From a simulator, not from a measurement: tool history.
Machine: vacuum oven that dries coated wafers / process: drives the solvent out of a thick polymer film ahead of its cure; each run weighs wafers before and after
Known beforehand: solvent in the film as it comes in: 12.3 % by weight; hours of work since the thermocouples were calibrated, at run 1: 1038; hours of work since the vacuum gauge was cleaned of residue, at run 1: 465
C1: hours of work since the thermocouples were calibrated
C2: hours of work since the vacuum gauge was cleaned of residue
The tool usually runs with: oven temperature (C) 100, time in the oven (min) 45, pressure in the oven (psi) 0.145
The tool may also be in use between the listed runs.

{"run": 1, "hour": 0.0, "oven temperature (C)": 100, "time in the oven (min)": 45, "pressure in the oven (psi)": 0.145, "C1": 1038, "C2": 465, "solvent left in the film (%)": 1.75}
{"run": 2, "hour": 58.8, "oven temperature (C)": 100, "time in the oven (min)": 45, "pressure in the oven (psi)": 0.145, "C1": 1062, "C2": 489, "solvent left in the film (%)": 1.72}
{"run": 3, "hour": 129.8, "oven temperature (C)": 100, "time in the oven (min)": 45, "pressure in the oven (psi)": 0.145, "C1": 1090, "C2": 518, "solvent left in the film (%)": 1.74}
{"run": 4, "hour": 258.0, "oven temperature (C)": 100, "time in the oven (min)": 45, "pressure in the oven (psi)": 0.145, "C1": 1142, "C2": 570, "solvent left in the film (%)": 1.72}
{"run": 5, "hour": 390.1, "oven temperature (C)": 100, "time in the oven (min)": 45, "pressure in the oven (psi)": 0.145, "C1": 1196, "C2": 624, "solvent left in the film (%)": 1.74}
{"run": 6, "hour": 507.2, "oven temperature (C)": 100, "time in the oven (min)": 45, "pressure in the oven (psi)": 0.145, "C1": 1243, "C2": 671, "solvent left in the film (%)": 1.73}
{"run": 7, "hour": 581.1, "oven temperature (C)": 100, "time in the oven (min)": 45, "pressure in the oven (psi)": 0.145, "C1": 1273, "C2": 701, "solvent left in the film (%)": 1.74}
{"run": 8, "hour": 694.1, "oven temperature (C)": 100, "time in the oven (min)": 45, "pressure in the oven (psi)": 0.077, "C1": 1319, "C2": 747, "solvent left in the film (%)": 1.56}
{"hour": 742.9, "done": "oven's thermocouples calibrated"}
{"run": 9, "hour": 818.3, "oven temperature (C)": 100, "time in the oven (min)": 23, "pressure in the oven (psi)": 0.077, "C1": 31, "C2": 796, "solvent left in the film (%)": 3.77}
{"run": 10, "hour": 902.9, "oven temperature (C)": 100, "time in the oven (min)": 39, "pressure in the oven (psi)": 0.145, "C1": 65, "C2": 831, "solvent left in the film (%)": 2.19}
{"run": 11, "hour": 1013.7, "oven temperature (C)": 107, "time in the oven (min)": 45, "pressure in the oven (psi)": 0.145, "C1": 110, "C2": 876, "solvent left in the film (%)": 1.14}
{"run": 12, "hour": 1144.1, "oven temperature (C)": 107, "time in the oven (min)": 45, "pressure in the oven (psi)": 0.145, "C1": 163, "C2": 928, "solvent left in the film (%)": 1.14}
{"run": 13, "hour": 1274.1, "oven temperature (C)": 107, "time in the oven (min)": 45, "pressure in the oven (psi)": 0.326, "C1": 215, "C2": 981, "solvent left in the film (%)": 1.52}
{"run": 14, "hour": 1350.9, "oven temperature (C)": 107, "time in the oven (min)": 45, "pressure in the oven (psi)": 0.326, "C1": 246, "C2": 1012, "solvent left in the film (%)": 1.5}
{"run": 15, "hour": 1429.8, "oven temperature (C)": 100, "time in the oven (min)": 45, "pressure in the oven (psi)": 0.335, "C1": 278, "C2": 1044, "solvent left in the film (%)": 2.34}
{"run": 16, "hour": 1513.1, "oven temperature (C)": 100, "time in the oven (min)": 45, "pressure in the oven (psi)": 0.335, "C1": 312, "C2": 1078, "solvent left in the film (%)": 2.31}
{"run": 17, "hour": 1641.9, "oven temperature (C)": 111, "time in the oven (min)": 45, "pressure in the oven (psi)": 0.145, "C1": 364, "C2": 1130, "solvent left in the film (%)": 0.89}
{"run": 18, "hour": 1768.8, "oven temperature (C)": 100, "time in the oven (min)": 45, "pressure in the oven (psi)": 0.12, "C1": 416, "C2": 1182, "solvent left in the film (%)": 1.75}
{"run": 19, "hour": 1843.3, "oven temperature (C)": 100, "time in the oven (min)": 45, "pressure in the oven (psi)": 0.12, "C1": 446, "C2": 1212, "solvent left in the film (%)": 1.72}
{"run": 20, "hour": 1944.5, "oven temperature (C)": 100, "time in the oven (min)": 45, "pressure in the oven (psi)": 0.12, "C1": 487, "C2": 1253, "solvent left in the film (%)": 1.74}
{"run": 21, "hour": 2071.0, "oven temperature (C)": 100, "time in the oven (min)": 70, "pressure in the oven (psi)": 0.145, "C1": 538, "C2": 1304, "solvent left in the film (%)": 0.94}
{"run": 22, "hour": 2202.7, "oven temperature (C)": 100, "time in the oven (min)": 70, "pressure in the oven (psi)": 0.145, "C1": 592, "C2": 1357, "solvent left in the film (%)": 0.96}
{"run": 23, "hour": 2283.0, "oven temperature (C)": 100, "time in the oven (min)": 45, "pressure in the oven (psi)": 0.145, "C1": 624, "C2": 1390, "solvent left in the film (%)": 1.77}
{"run": 24, "hour": 2411.2, "oven temperature (C)": 100, "time in the oven (min)": 45, "pressure in the oven (psi)": 0.145, "C1": 676, "C2": 1442, "solvent left in the film (%)": 1.78}
{"run": 25, "hour": 2480.0, "oven temperature (C)": 96, "time in the oven (min)": 62, "pressure in the oven (psi)": 0.236, "C1": 704, "C2": 1470, "solvent left in the film (%)": 1.79}
{"run": 26, "hour": 2561.2, "oven temperature (C)": 96, "time in the oven (min)": 62, "pressure in the oven (psi)": 0.236, "C1": 737, "C2": 1503, "solvent left in the film (%)": 1.79}
{"run": 27, "hour": 2655.9, "oven temperature (C)": 89, "time in the oven (min)": 37, "pressure in the oven (psi)": 0.554, "C1": 775, "C2": 1541, "solvent left in the film (%)": 5.13}
{"run": 28, "hour": 2774.3, "oven temperature (C)": 107, "time in the oven (min)": 45, "pressure in the oven (psi)": 0.178, "C1": 823, "C2": 1589, "solvent left in the film (%)": 1.22}
{"run": 29, "hour": 2873.5, "oven temperature (C)": 111, "time in the oven (min)": 32, "pressure in the oven (psi)": 0.145, "C1": 864, "C2": 1629, "solvent left in the film (%)": 1.49}
{"run": 30, "hour": 2979.8, "oven temperature (C)": 104, "time in the oven (min)": 48, "pressure in the oven (psi)": 0.579, "C1": 907, "C2": 1672, "solvent left in the film (%)": 2.25}
{"run": 31, "hour": 3054.7, "oven temperature (C)": 98, "time in the oven (min)": 30, "pressure in the oven (psi)": 0.419, "C1": 937, "C2": 1703, "solvent left in the film (%)": 3.94}
{"run": 32, "hour": 3148.0, "oven temperature (C)": 97, "time in the oven (min)": 57, "pressure in the oven (psi)": 0.274, "C1": 975, "C2": 1741, "solvent left in the film (%)": 1.98}
{"run": 33, "hour": 3234.5, "oven temperature (C)": 103, "time in the oven (min)": 55, "pressure in the oven (psi)": 0.267, "C1": 1010, "C2": 1776, "solvent left in the film (%)": 1.44}
{"run": 34, "hour": 3333.6, "oven temperature (C)": 100, "time in the oven (min)": 71, "pressure in the oven (psi)": 0.305, "C1": 1050, "C2": 1816, "solvent left in the film (%)": 1.41}
{"run": 35, "hour": 3439.4, "oven temperature (C)": 89, "time in the oven (min)": 45, "pressure in the oven (psi)": 0.145, "C1": 1093, "C2": 1859, "solvent left in the film (%)": 3.27}
{"run": 36, "hour": 3526.0, "oven temperature (C)": 89, "time in the oven (min)": 61, "pressure in the oven (psi)": 0.145, "C1": 1128, "C2": 1894, "solvent left in the film (%)": 2.31}
{"run": 37, "hour": 3584.4, "oven temperature (C)": 100, "time in the oven (min)": 45, "pressure in the oven (psi)": 0.074, "C1": 1152, "C2": 1917, "solvent left in the film (%)": 1.57}
{"run": 38, "hour": 3707.4, "oven temperature (C)": 89, "time in the oven (min)": 69, "pressure in the oven (psi)": 0.502, "C1": 1202, "C2": 1967, "solvent left in the film (%)": 3.41}
{"run": 39, "hour": 3818.4, "oven temperature (C)": 89, "time in the oven (min)": 69, "pressure in the oven (psi)": 0.502, "C1": 1247, "C2": 2012, "solvent left in the film (%)": 3.38}
{"run": 40, "hour": 3918.2, "oven temperature (C)": 106, "time in the oven (min)": 68, "pressure in the oven (psi)": 0.215, "C1": 1287, "C2": 2053, "solvent left in the film (%)": 0.83}
{"hour": 4050.5, "done": "oven's thermocouples calibrated"}
{"run": 41, "hour": 4050.5, "oven temperature (C)": 89, "time in the oven (min)": 22, "pressure in the oven (psi)": 0.084, "C1": 0, "C2": 2106, "solvent left in the film (%)": 5.59}
{"run": 42, "hour": 4123.0, "oven temperature (C)": 107, "time in the oven (min)": 45, "pressure in the oven (psi)": 0.442, "C1": 29, "C2": 2135, "solvent left in the film (%)": 1.91}

For run 43, what comes out?
{"run": 43, "hour": 4254.4, "oven temperature (C)": 107, "time in the oven (min)": 45, "pressure in the oven (psi)": 0.442, "C1": 83, "C2": 2188, "solvent left in the film (%)": "?"}

{"run 43": {"solvent left in the film (%)": 1.89}}
The same run, on a tool lacking any hidden state, would have yielded solvent left in the film (%) 1.73.
